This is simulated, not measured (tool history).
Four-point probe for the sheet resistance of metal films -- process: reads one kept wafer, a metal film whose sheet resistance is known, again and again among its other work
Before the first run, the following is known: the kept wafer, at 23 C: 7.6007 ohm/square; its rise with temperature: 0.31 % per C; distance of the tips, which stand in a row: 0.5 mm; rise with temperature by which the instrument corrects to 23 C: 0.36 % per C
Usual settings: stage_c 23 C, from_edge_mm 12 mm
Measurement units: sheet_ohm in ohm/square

| run | day | stage_c | from_edge_mm | sheet_ohm |
|---|---|---|---|---|
| 1 | 0.000 | 23 | 12 | 7.594440 |
| 2 | 0.862 | 23 | 12 | 7.593231 |
| 3 | 1.812 | 23 | 12 | 7.596042 |
| 4 | 3.333 | 23 | 12 | 7.592667 |
| 5 | 4.108 | 23 | 12 | 7.595102 |
| 6 | 5.521 | 23 | 12 | 7.592585 |
| 7 | 6.604 | 23 | 12 | 7.593080 |
| 8 | 7.825 | 23 | 9 | 7.597602 |
| 9 | 9.421 | 23 | 12 | 7.593123 |
| 10 | 10.375 | 25 | 12 | 7.586611 |
| 11 | 12.075 | 25 | 12 | 7.583211 |
| 12 | 12.900 | 20 | 12 | 7.603947 |
| 13 | 14.112 | 23 | 12 | 7.591451 |
| 14 | 15.679 | 23 | 12 | 7.587730 |
| 15 | 17.171 | 23 | 12 | 7.587728 |
| 16 | 18.462 | 23 | 12 | 7.589713 |
| 17 | 19.612 | 23 | 12 | 7.587762 |
| 18 | 20.900 | 19 | 12 | 7.603682 |
| 19 | 22.446 | 21 | 12 | 7.594517 |
| 20 | 23.783 | 27 | 12 | 7.572800 |
| 21 | 24.612 | 27 | 12 | 7.570391 |
| 22 | 26.038 | 23 | 12 | 7.585846 |
| 23 | 27.342 | 23 | 12 | 7.584143 |
| 24 | 28.500 | 23 | 12 | 7.587767 |
| 25 | 29.796 | 27 | 50 | 7.564155 |
| 26 | 31.279 | 34 | 6 | 7.561702 |
| 27 | 32.329 | 34 | 6 | 7.564018 |
| 28 | 33.792 | 23 | 32 | 7.580674 |
| 29 | 35.017 | 21 | 12 | 7.592484 |
| 30 | 36.358 | 28 | 13 | 7.564036 |
| 31 | 37.821 | 28 | 13 | 7.563852 |
| 32 | 39.125 | 28 | 13 | 7.562155 |
| 33 | 40.496 | 25 | 37 | 7.568208 |
| 34 | 41.854 | 28 | 30 | 7.557231 |
| 35 | 43.488 | 26 | 6 | 7.590600 |
| 36 | 44.388 | 26 | 6 | 7.591346 |
| 37 | 45.729 | 26 | 6 | 7.591974 |
| 38 | 46.608 | 21 | 6 | 7.611505 |
| 39 | 48.346 | 24 | 12 | 7.573408 |
| 40 | 49.642 | 24 | 12 | 7.577028 |
| 41 | 50.629 | 28 | 7 | 7.575997 |
| 42 | 52.000 | 28 | 7 | 7.570917 |
| 43 | 53.675 | 18 | 5 | 7.632020 |
| 44 | 55.267 | 25 | 7 | 7.586423 |
| 45 | 56.254 | 25 | 7 | 7.585376 |

Below, each run's measurement less what the same run would have read without the hidden state. Both values contain the same run-to-run variation, but the gauge's scatter may not be the same in both:
Hidden conditions of the tool in this case: inner tips' distance over the nominal, %; tips' flats over new ones', %; wafer's true temperature over the reading, C; drift of the gauge itself on sheet_ohm, %.
| run | sheet_ohm |
|---|---|
| 1 | -0.013218 |
| 2 | -0.013466 |
| 3 | -0.013747 |
| 4 | -0.014178 |
| 5 | -0.014407 |
| 6 | -0.014829 |
| 7 | -0.015148 |
| 8 | -0.015521 |
| 9 | -0.015967 |
| 10 | -0.016203 |
| 11 | -0.016720 |
| 12 | -0.017051 |
| 13 | -0.017362 |
| 14 | -0.017820 |
| 15 | -0.018252 |
| 16 | -0.018665 |
| 17 | -0.019044 |
| 18 | -0.019524 |
| 19 | -0.019943 |
| 20 | -0.020232 |
| 21 | -0.020469 |
| 22 | -0.021005 |
| 23 | -0.021355 |
| 24 | -0.021690 |
| 25 | -0.021916 |
| 26 | -0.022210 |
| 27 | -0.022517 |
| 28 | -0.023222 |
| 29 | -0.023673 |
| 30 | -0.023852 |
| 31 | -0.024279 |
| 32 | -0.024673 |
| 33 | -0.025142 |
| 34 | -0.025450 |
| 35 | -0.026108 |
| 36 | -0.026398 |
| 37 | -0.026813 |
| 38 | -0.027257 |
| 39 | -0.027582 |
| 40 | -0.027955 |
| 41 | -0.028170 |
| 42 | -0.028553 |
| 43 | -0.029588 |
| 44 | -0.029674 |
| 45 | -0.029969 |
